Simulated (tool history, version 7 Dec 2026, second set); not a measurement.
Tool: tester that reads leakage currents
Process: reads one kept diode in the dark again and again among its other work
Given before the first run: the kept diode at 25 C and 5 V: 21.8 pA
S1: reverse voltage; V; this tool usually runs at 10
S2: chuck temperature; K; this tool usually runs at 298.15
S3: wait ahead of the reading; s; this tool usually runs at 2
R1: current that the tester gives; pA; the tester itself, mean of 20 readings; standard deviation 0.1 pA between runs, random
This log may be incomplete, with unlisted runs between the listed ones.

run 1 hour=0 | S1=10 S2=298.15 S3=2 | R1=42.13
run 2 hour=34.2 | S1=10 S2=298.15 S3=2 | R1=42.32
run 3 hour=69.9 | S1=10 S2=298.15 S3=2 | R1=42.3
run 4 hour=97.4 | S1=3.9 S2=298.15 S3=2 | R1=25.85
run 5 hour=129.1 | S1=3.9 S2=298.15 S3=2 | R1=25.68
run 6 hour=162.1 | S1=3.9 S2=298.15 S3=2 | R1=25.76
run 7 hour=196.4 | S1=3.9 S2=298.15 S3=2 | R1=25.87
run 8 hour=218.6 | S1=3.9 S2=298.15 S3=2 | R1=26.13
run 9 hour=236.7 | S1=3.9 S2=298.15 S3=2 | R1=25.89
run 10 hour=270.1 | S1=10 S2=324.15 S3=2 | R1=267.83
run 11 hour=306.6 | S1=10 S2=324.15 S3=2 | R1=267.29
run 12 hour=334.9 | S1=10 S2=324.15 S3=2 | R1=265.65
run 13 hour=351.3 | S1=10 S2=324.15 S3=2 | R1=265.27
run 14 hour=375.1 | S1=10 S2=298.15 S3=2 | R1=44.43
run 15 hour=396.3 | S1=10 S2=298.15 S3=2 | R1=44.47
run 16 hour=414.3 | S1=9 S2=298.15 S3=0.34 | R1=47.19
run 17 hour=450 | S1=9 S2=297.15 S3=0.35 | R1=44.92
run 18 hour=471 | S1=14.8 S2=330.15 S3=2 | R1=478.82
run 19 hour=506.9 | S1=14.8 S2=330.15 S3=2 | R1=476.41
run 20 hour=540.6 | S1=14.8 S2=297.15 S3=6.09 | R1=54.41
run 21 hour=563.2 | S1=1.3 S2=298.15 S3=1.55 | R1=15.62
run 22 hour=579.2 | S1=10 S2=300.15 S3=2.93 | R1=50.25
run 23 hour=600.4 | S1=3.8 S2=298.15 S3=1.66 | R1=26.33
-- hour=614.6 probe card cleaned and baked
run 24 hour=618.9 | S1=3.8 S2=298.15 S3=1.66 | R1=19.24
run 25 hour=652.1 | S1=1.1 S2=298.15 S3=1.66 | R1=12.46
run 26 hour=670.6 | S1=1.1 S2=298.15 S3=1.66 | R1=12.47
run 27 hour=698.8 | S1=10 S2=313.15 S3=2 | R1=99.41
run 28 hour=735.4 | S1=6.3 S2=313.15 S3=0.41 | R1=87.8
run 29 hour=766.4 | S1=6.3 S2=313.15 S3=0.41 | R1=88.25

Predict each of these 4 candidate next runs independently; none follows another, all start after run 29:
run A hour=789.4 | S1=15.8 S2=311.15 S3=2.89 | R1=?
run B hour=789.4 | S1=1.1 S2=298.15 S3=0.97 | R1=?
run C hour=789.4 | S1=4.9 S2=294.15 S3=0.55 | R1=?
run D hour=789.4 | S1=16.3 S2=320.15 S3=1.59 | R1=?

run=A R1=99.42
run=B R1=12.6
run=C R1=16.66
run=D R1=210.47
Without the tool's hidden state the same runs would have given:
run=A R1=104.31
run=B R1=13.46
run=C R1=17.08
run=D R1=222.74

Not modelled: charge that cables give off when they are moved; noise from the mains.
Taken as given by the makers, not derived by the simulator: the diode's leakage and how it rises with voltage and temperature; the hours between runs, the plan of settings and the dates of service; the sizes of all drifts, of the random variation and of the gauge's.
